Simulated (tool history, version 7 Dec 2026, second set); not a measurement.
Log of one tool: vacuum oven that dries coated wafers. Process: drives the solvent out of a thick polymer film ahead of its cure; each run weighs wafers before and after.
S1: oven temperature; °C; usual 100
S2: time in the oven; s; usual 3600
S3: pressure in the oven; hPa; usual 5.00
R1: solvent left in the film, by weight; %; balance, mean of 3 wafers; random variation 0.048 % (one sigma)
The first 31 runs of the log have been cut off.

run,hour,S1,S2,S3,R1
32,467.1,110,5520,4.42,0.40
33,480.8,102,3120,15.18,2.99
34,493.7,88,3720,5.00,5.19
35,510.9,100,4500,5.00,1.80
36,523.8,100,5700,5.00,1.16
37,541.7,110,1860,4.32,2.57
38,560.4,113,3480,4.32,0.63
39,575.1,113,3480,4.32,0.58
40,590.3,113,6240,4.32,0.29
41,607.8,107,2760,8.73,2.00
42,624.0,96,2280,5.92,5.07
43,638.4,96,2280,5.92,5.07
44,652.5,104,3600,5.00,1.64
45,668.4,104,3600,5.00,1.65
46,679.9,86,2820,4.38,6.77
47,698.2,89,2640,4.38,6.23

Predict each of these 4 candidate next runs independently; none follows another, all start after run 47:
A,709.7,107,3600,5.00,?
B,709.7,92,2580,3.80,?
C,709.7,100,3600,3.54,?
D,709.7,89,3060,4.38,?

run,R1
A,1.19
B,5.50
C,2.36
D,5.68
Had the tool no hidden state, the same runs would have come out as:
run,R1
A,1.24
B,5.62
C,2.47
D,5.80

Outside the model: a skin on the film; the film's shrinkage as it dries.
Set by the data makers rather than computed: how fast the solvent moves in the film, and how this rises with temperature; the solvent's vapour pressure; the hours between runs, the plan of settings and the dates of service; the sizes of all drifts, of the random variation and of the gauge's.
